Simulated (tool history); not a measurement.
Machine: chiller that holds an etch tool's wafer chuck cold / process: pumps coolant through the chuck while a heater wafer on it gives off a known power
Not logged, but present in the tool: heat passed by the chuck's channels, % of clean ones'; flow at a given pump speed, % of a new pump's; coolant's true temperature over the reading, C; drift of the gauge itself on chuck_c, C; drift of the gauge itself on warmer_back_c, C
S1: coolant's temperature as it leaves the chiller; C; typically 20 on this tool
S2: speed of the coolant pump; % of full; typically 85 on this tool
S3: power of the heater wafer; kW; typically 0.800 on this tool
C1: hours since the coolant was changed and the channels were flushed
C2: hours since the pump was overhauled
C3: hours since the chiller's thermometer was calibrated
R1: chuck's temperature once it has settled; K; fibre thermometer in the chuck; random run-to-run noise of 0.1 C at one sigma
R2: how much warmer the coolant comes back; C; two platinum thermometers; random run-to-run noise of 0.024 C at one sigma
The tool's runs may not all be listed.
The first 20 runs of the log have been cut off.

Run 21, day 57.629: usual settings but S1 12 C; C1 1244; C2 272; C3 498. Result: R1 293.35 K, R2 2.99 C.
Run 22, day 60.804: usual settings but S1 12 C; C1 1320; C2 349; C3 574. Result: R1 293.45 K, R2 2.97 C.
Run 23, day 63.158: usual settings but S1 12 C; C1 1376; C2 405; C3 631. Result: R1 293.55 K, R2 2.99 C.
Run 24, day 65.150: usual settings but S1 15 C, S2 79 % of full; C1 1424; C2 453; C3 679. Result: R1 297.15 K, R2 3.24 C.
Run 25, day 67.033: usual settings but S1 13 C, S2 80 % of full; C1 1469; C2 498; C3 724. Result: R1 294.95 K, R2 3.23 C.
Run 26, day 69.950: usual settings but S1 13 C, S2 80 % of full; C1 1539; C2 568; C3 794. Result: R1 295.05 K, R2 3.23 C.
Run 27, day 71.550: usual settings but S1 13 C, S2 80 % of full; C1 1578; C2 607; C3 832. Result: R1 294.95 K, R2 3.21 C.
Run 28, day 74.833: usual settings but S1 26 C, S2 91 % of full; C1 1657; C2 685; C3 911. Result: R1 307.05 K, R2 2.80 C.
Run 29, day 76.875: usual settings but S1 26 C, S2 91 % of full; C1 1706; C2 734; C3 960. Result: R1 307.05 K, R2 2.79 C.
Run 30, day 79.367: usual settings but S1 14 C, S2 64 % of full, S3 0.901 kW; C1 1765; C2 794; C3 1020. Result: R1 299.45 K, R2 4.66 C.
Run 31, day 82.092: usual settings but S1 21 C, S3 0.945 kW; C1 1831; C2 860; C3 1085. Result: R1 303.85 K, R2 3.59 C.
Run 32, day 83.733: usual settings but S1 29 C, S2 82 % of full, S3 0.868 kW; C1 1870; C2 899; C3 1125. Result: R1 311.75 K, R2 3.42 C.

4 ways to go on from here, each from the tool as it stands after run 32. What would each give?
Run A, day 86.967: usual settings but S2 82 % of full, S3 0.979 kW; C1 1948; C2 977; C3 1202. Result: R1 ?, R2 ?.
Run B, day 86.967: usual settings but S1 29 C, S2 65 % of full, S3 0.686 kW; C1 1948; C2 977; C3 1202. Result: R1 ?, R2 ?.
Run C, day 86.967: usual settings but S1 13 C, S2 84 % of full, S3 0.689 kW; C1 1948; C2 977; C3 1202. Result: R1 ?, R2 ?.
Run D, day 86.967: usual settings but S1 19 C, S2 62 % of full, S3 0.884 kW; C1 1948; C2 977; C3 1202. Result: R1 ?, R2 ?.

run      R1    R2
  A  304.05  3.82
  B  311.65  3.49
  C  293.55  2.63
  D  304.75  4.77
Without the tool's hidden state the same runs would have given:
run      R1    R2
  A  303.15  3.74
  B  310.85  3.42
  C  292.85  2.57
  D  303.75  4.66
